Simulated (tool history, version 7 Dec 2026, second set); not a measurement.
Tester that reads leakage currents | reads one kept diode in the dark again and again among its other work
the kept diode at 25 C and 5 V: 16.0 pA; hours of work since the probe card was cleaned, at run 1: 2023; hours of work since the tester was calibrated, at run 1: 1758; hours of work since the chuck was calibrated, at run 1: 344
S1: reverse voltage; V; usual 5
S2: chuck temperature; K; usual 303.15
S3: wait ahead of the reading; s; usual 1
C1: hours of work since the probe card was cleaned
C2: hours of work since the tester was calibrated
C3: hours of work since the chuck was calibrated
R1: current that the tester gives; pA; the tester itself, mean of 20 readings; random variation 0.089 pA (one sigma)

{"run": 1, "day": 0.0, "S1": 5, "S2": 303.15, "S3": 1, "C1": 2023, "C2": 1758, "C3": 344, "R1": 27.37}
{"run": 2, "day": 3.825, "S1": 5, "S2": 324.15, "S3": 1, "C1": 2068, "C2": 1803, "C3": 390, "R1": 94.98}
{"run": 3, "day": 11.171, "S1": 5, "S2": 324.15, "S3": 1, "C1": 2155, "C2": 1890, "C3": 477, "R1": 94.25}
{"run": 4, "day": 18.558, "S1": 5, "S2": 303.15, "S3": 1, "C1": 2242, "C2": 1978, "C3": 564, "R1": 27.49}
{"run": 5, "day": 25.804, "S1": 5, "S2": 303.15, "S3": 1, "C1": 2328, "C2": 2063, "C3": 650, "R1": 27.39}
{"run": 6, "day": 32.05, "S1": 5, "S2": 303.15, "S3": 1, "C1": 2402, "C2": 2137, "C3": 724, "R1": 27.4}
{"run": 7, "day": 38.95, "S1": 5, "S2": 303.15, "S3": 1, "C1": 2484, "C2": 2219, "C3": 806, "R1": 27.56}
{"run": 8, "day": 46.35, "S1": 5, "S2": 303.15, "S3": 1, "C1": 2572, "C2": 2307, "C3": 893, "R1": 27.55}
{"run": 9, "day": 53.679, "S1": 5, "S2": 303.15, "S3": 1, "C1": 2658, "C2": 2394, "C3": 980, "R1": 27.62}
{"run": 10, "day": 61.629, "S1": 17.96, "S2": 303.15, "S3": 1, "C1": 2753, "C2": 2488, "C3": 1074, "R1": 57.43}
{"run": 11, "day": 65.175, "S1": 17.96, "S2": 303.15, "S3": 1, "C1": 2795, "C2": 2530, "C3": 1116, "R1": 57.34}
{"run": 12, "day": 72.296, "S1": 5, "S2": 303.15, "S3": 1, "C1": 2879, "C2": 2614, "C3": 1201, "R1": 27.7}
{"run": 13, "day": 79.779, "S1": 5, "S2": 303.15, "S3": 1, "C1": 2968, "C2": 2703, "C3": 1289, "R1": 27.92}
{"run": 14, "day": 83.971, "S1": 5, "S2": 303.15, "S3": 1, "C1": 3017, "C2": 2753, "C3": 1339, "R1": 27.78}
{"run": 15, "day": 90.883, "S1": 5, "S2": 303.15, "S3": 1, "C1": 3099, "C2": 2834, "C3": 1421, "R1": 27.93}
{"run": 16, "day": 95.354, "S1": 5, "S2": 303.15, "S3": 1, "C1": 3152, "C2": 2887, "C3": 1474, "R1": 27.86}
{"day": 95.817, "done": "tester calibrated"}
{"run": 17, "day": 99.4, "S1": 5, "S2": 303.15, "S3": 1, "C1": 3199, "C2": 42, "C3": 1521, "R1": 28.11}
{"run": 18, "day": 105.425, "S1": 5, "S2": 306.15, "S3": 1, "C1": 3270, "C2": 114, "C3": 1592, "R1": 33.19}
{"run": 19, "day": 110.675, "S1": 5, "S2": 306.15, "S3": 1, "C1": 3333, "C2": 176, "C3": 1654, "R1": 32.92}
{"run": 20, "day": 116.571, "S1": 5, "S2": 306.15, "S3": 1, "C1": 3402, "C2": 246, "C3": 1724, "R1": 33.1}
{"day": 119.383, "done": "chuck's temperature calibrated"}
{"day": 123.033, "done": "tester calibrated, once more"}
{"run": 21, "day": 123.688, "S1": 5, "S2": 329.15, "S3": 0.32, "C1": 3485, "C2": 8, "C3": 50, "R1": 135.62}
{"run": 22, "day": 127.762, "S1": 2.65, "S2": 297.15, "S3": 1.88, "C1": 3533, "C2": 56, "C3": 98, "R1": 15.19}
{"run": 23, "day": 135.592, "S1": 2.24, "S2": 297.15, "S3": 0.85, "C1": 3626, "C2": 149, "C3": 191, "R1": 14.44}
{"day": 138.392, "done": "probe card cleaned and baked"}
{"run": 24, "day": 142.771, "S1": 15.04, "S2": 298.15, "S3": 0.62, "C1": 52, "C2": 232, "C3": 275, "R1": 32.38}
{"run": 25, "day": 148.338, "S1": 1.45, "S2": 303.15, "S3": 1, "C1": 118, "C2": 298, "C3": 341, "R1": 14.59}
{"run": 26, "day": 152.421, "S1": 1.45, "S2": 328.15, "S3": 0.64, "C1": 166, "C2": 347, "C3": 389, "R1": 72.44}
{"run": 27, "day": 156.338, "S1": 13.97, "S2": 303.15, "S3": 1, "C1": 213, "C2": 393, "C3": 435, "R1": 38.84}
{"run": 28, "day": 160.738, "S1": 13.97, "S2": 303.15, "S3": 1, "C1": 265, "C2": 445, "C3": 487, "R1": 39.34}
{"run": 29, "day": 167.721, "S1": 13.97, "S2": 303.15, "S3": 1, "C1": 347, "C2": 528, "C3": 570, "R1": 39.38}
{"run": 30, "day": 172.65, "S1": 5, "S2": 313.15, "S3": 4.92, "C1": 406, "C2": 586, "C3": 629, "R1": 45.18}
{"run": 31, "day": 176.9, "S1": 5, "S2": 313.15, "S3": 4.92, "C1": 456, "C2": 637, "C3": 679, "R1": 45.23}
{"run": 32, "day": 181.642, "S1": 1.2, "S2": 295.15, "S3": 1, "C1": 512, "C2": 693, "C3": 735, "R1": 7.73}
{"run": 33, "day": 189.425, "S1": 14.29, "S2": 321.15, "S3": 0.3, "C1": 605, "C2": 785, "C3": 827, "R1": 128.32}
{"run": 34, "day": 196.479, "S1": 14.29, "S2": 321.15, "S3": 0.3, "C1": 688, "C2": 869, "C3": 911, "R1": 128.22}
{"run": 35, "day": 199.917, "S1": 14.29, "S2": 321.15, "S3": 0.3, "C1": 729, "C2": 909, "C3": 952, "R1": 128.15}
{"run": 36, "day": 205.588, "S1": 14.29, "S2": 307.15, "S3": 0.3, "C1": 796, "C2": 977, "C3": 1019, "R1": 62.52}
{"run": 37, "day": 211.029, "S1": 10.91, "S2": 307.15, "S3": 0.3, "C1": 860, "C2": 1041, "C3": 1083, "R1": 53.73}
{"run": 38, "day": 218.421, "S1": 10.91, "S2": 307.15, "S3": 0.3, "C1": 948, "C2": 1129, "C3": 1171, "R1": 53.59}
{"run": 39, "day": 224.379, "S1": 10.91, "S2": 307.15, "S3": 0.3, "C1": 1019, "C2": 1199, "C3": 1241, "R1": 54.04}

Measured less the same run without the tool's hidden state. The same run-to-run variation is in both; the gauge's scatter may not be:
The hidden state here: stray current of the dirty probe card, pA a volt; current scale over the true one, %; true chuck temperature over the reading, C; drift of the gauge itself on leakage_pa, %.
run=1 R1=+2.7
run=2 R1=+1.18
run=3 R1=+0.98
run=4 R1=+2.84
run=5 R1=+2.86
run=6 R1=+2.91
run=7 R1=+2.97
run=8 R1=+3.04
run=9 R1=+3.08
run=10 R1=+14.03
run=11 R1=+14.14
run=12 R1=+3.21
run=13 R1=+3.26
run=14 R1=+3.27
run=15 R1=+3.34
run=16 R1=+3.37
run=17 R1=+3.5
run=18 R1=+3.16
run=19 R1=+3.15
run=20 R1=+3.19
run=21 R1=+6.06
run=22 R1=+3.07
run=23 R1=+2.62
run=24 R1=+0.09
run=25 R1=-0.11
run=26 R1=-0.78
run=27 R1=+0.43
run=28 R1=+0.56
run=29 R1=+0.8
run=30 R1=-0.49
run=31 R1=-0.52
run=32 R1=-0.06
run=33 R1=-0.89
run=34 R1=-0.87
run=35 R1=-0.85
run=36 R1=+1.75
run=37 R1=+1.16
run=38 R1=+1.27
run=39 R1=+1.4

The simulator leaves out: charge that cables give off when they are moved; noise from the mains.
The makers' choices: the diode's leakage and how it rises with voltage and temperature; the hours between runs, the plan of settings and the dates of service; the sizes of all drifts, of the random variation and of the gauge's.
